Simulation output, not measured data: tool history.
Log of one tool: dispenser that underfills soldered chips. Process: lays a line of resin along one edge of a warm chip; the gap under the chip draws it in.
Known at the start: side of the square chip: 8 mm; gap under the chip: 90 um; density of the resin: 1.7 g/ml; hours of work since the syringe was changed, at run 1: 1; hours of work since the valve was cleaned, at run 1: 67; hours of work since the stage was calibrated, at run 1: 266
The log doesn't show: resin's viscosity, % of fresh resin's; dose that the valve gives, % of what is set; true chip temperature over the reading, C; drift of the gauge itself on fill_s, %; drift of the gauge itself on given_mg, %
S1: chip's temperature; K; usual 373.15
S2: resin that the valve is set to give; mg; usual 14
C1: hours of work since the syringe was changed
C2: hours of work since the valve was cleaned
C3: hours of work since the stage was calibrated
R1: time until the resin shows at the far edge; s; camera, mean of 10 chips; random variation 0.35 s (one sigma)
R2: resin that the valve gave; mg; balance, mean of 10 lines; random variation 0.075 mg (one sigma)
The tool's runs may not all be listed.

run   hour      S1    S2  C1   C2   C3    R1     R2
  1      0  373.15    14   1   67  266    20  13.18
       6.6  -- new syringe of resin
  2    7.1  369.15    14   0   71  270  22.6  13.14
  3   13.5  369.15    14   5   76  275  31.1  13.16
      15.2  -- new syringe of resin
  4     21  373.15    14   4   81  280  25.5  13.17
      24.1  -- new syringe of resin
  5   29.5  373.15    14   4   86  285    24  12.98
      32.9  -- new syringe of resin
  6     35  373.15  12.4   1   90  289  21.2  11.54
      41.2  -- new syringe of resin
  7   41.2  373.15  16.6   0   94  293  17.3  15.38
  8   48.9  373.15  16.6   5   99  298  25.9  15.27
        50  -- new syringe of resin
  9   55.3  373.15  16.6   4  103  302  24.1  15.32
      58.2  -- new syringe of resin
 10   63.1  373.15  16.6   3  108  308  22.9  15.18
      66.6  -- new syringe of resin
 11   68.6  360.15    14   1  112  311  37.5  12.75
 12   72.6  360.15    14   4  115  314  46.6  12.75
      75.2  -- new syringe of resin
 13   77.4  360.15    14   2  118  317  38.9  12.73
      83.9  -- stage's temperature calibrated
      85.1  -- new syringe of resin
 14   85.5  360.15    14   0  123    1  34.3  12.61
 15   91.3  360.15    14   4  126    5  45.7  12.62
      93.5  -- new syringe of resin
      97.6  -- dispensing valve cleaned and set on the balance
 16    100  373.15    14   4    2   10  23.8  13.88
     103.1  -- new syringe of resin
 17    110  373.15    14   5    8   17  25.1  13.86
     111.5  -- new syringe of resin
 18  115.8  373.15    14   3   12   20  22.4  13.84
       120  -- new syringe of resin
 19  124.4  373.15    14   3   18   26  22.4   13.8
     128.5  -- new syringe of resin
 20  133.7  386.15  18.2   4   24   32  12.7  17.93
     136.7  -- new syringe of resin
 21    141  377.15  16.9   3   29   37  17.8  16.47
     145.3  -- new syringe of resin
 22  148.3  359.15  15.3   2   34   42  40.2  14.82
       154  -- new syringe of resin
 23  157.8  359.15  15.3   3   40   48  40.9  14.71
     162.3  -- new syringe of resin
 24  167.8  383.15  15.3   4   47   55    15   14.6
     170.7  -- new syringe of resin
 25  176.4  368.15  13.9   4   52   60  30.7  13.26
     179.1  -- new syringe of resin
 26  184.6  362.15  17.7   4   58   66  38.6   16.9
     187.7  -- new syringe of resin
 27  190.9  374.15    13   2   62   70  20.9  12.36
 28  194.8  371.15    18   5   64   73  26.8  16.78
     196.2  -- new syringe of resin
 29  202.8  388.15  15.5   5   70   78  12.6  14.58
     204.4  -- new syringe of resin
 30  209.1  361.15    12   3   74   82  41.6  11.35

Forecast each of these 5 alternatives for the next run:
     213.1  -- new syringe of resin
  A  217.8  368.15  12.3   3  80  88   ?   ?
     213.1  -- new syringe of resin
  B  217.8  387.15  15.8   3  80  88   ?   ?
     213.1  -- new syringe of resin
  C  217.8  373.15  15.6   3  80  88   ?   ?
     213.1  -- new syringe of resin
  D  217.8  379.15    14   3  80  88   ?   ?
     213.1  -- new syringe of resin
  E  217.8  373.15  14.9   3  80  88   ?   ?

run    R1     R2
  A  30.2  11.51
  B  12.2   14.8
  C    23  14.64
  D    17   13.1
  E  22.5  13.78
Without the tool's hidden state the same runs would have given:
run    R1     R2
  A  22.8  12.29
  B   9.5  15.81
  C  17.7  15.63
  D  12.9  13.99
  E  17.3  14.73
